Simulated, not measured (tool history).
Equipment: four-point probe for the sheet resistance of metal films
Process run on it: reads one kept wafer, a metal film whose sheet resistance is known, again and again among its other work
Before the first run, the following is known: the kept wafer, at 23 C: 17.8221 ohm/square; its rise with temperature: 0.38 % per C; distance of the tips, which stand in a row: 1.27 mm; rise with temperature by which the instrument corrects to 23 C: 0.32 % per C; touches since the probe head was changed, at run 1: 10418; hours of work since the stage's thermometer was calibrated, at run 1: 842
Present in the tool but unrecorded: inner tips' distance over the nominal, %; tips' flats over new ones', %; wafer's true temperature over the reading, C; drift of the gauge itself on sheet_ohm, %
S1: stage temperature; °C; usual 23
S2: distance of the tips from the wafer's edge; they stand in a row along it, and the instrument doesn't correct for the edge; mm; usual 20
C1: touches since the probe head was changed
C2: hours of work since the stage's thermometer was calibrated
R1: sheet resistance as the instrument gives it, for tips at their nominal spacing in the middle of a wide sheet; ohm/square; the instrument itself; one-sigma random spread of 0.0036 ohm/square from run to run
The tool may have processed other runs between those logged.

run,hour,S1,S2,C1,C2,R1
1,0,23,20,10418,842,17.867967
2,12.6,23,20,10876,849,17.870176
3,27.8,23,20,11426,857,17.871656
4,40.3,23,20,11878,864,17.864957
5,49.4,23,14,12210,869,17.910814
6,61.5,23,14,12648,875,17.906073
7,76.3,23,20,13184,883,17.861779
8,93.6,23,20,13815,893,17.869742
9,109.2,23,20,14378,901,17.859029
10,118.9,23,20,14733,907,17.862263
11,134.4,23,20,15293,915,17.865575
12,151.5,23,20,15912,925,17.866875
13,163.9,23,20,16366,931,17.861412
14,173.4,23,20,16710,937,17.84996
15,190.4,23,20,17327,946,17.863199
16,198.2,25,20,17609,950,17.879264
17,205.9,25,20,17886,954,17.876251
18,216.4,23,8,18270,960,18.061081
19,225.8,23,8,18610,965,18.061414
20,237.3,23,8,19027,971,18.064616
21,250.4,23,8,19502,979,18.049203
22,263.6,23,8,19980,986,18.059451
23,280.6,22,25,20599,995,17.831118
24,288.5,23,31,20885,999,17.835378
25,302.2,23,31,21380,1007,17.834455
26,317.8,23,31,21946,1015,17.836992
27,331.8,24,7,22457,1023,18.148134
# hour 333.3: stage's thermometer calibrated
28,348.7,26,37,23049,8,17.870063
29,361.1,32,14,23501,15,17.991112
30,369.8,19,20,23814,20,17.828927

What will run 31 give?
# hour 372.4: stage's thermometer calibrated, once more
31,379.1,19,20,24133,4,?

Run 31 yielded R1 17.782039 ohm/square.
With no hidden state in the tool, this same run would have given R1 17.817001 ohm/square.
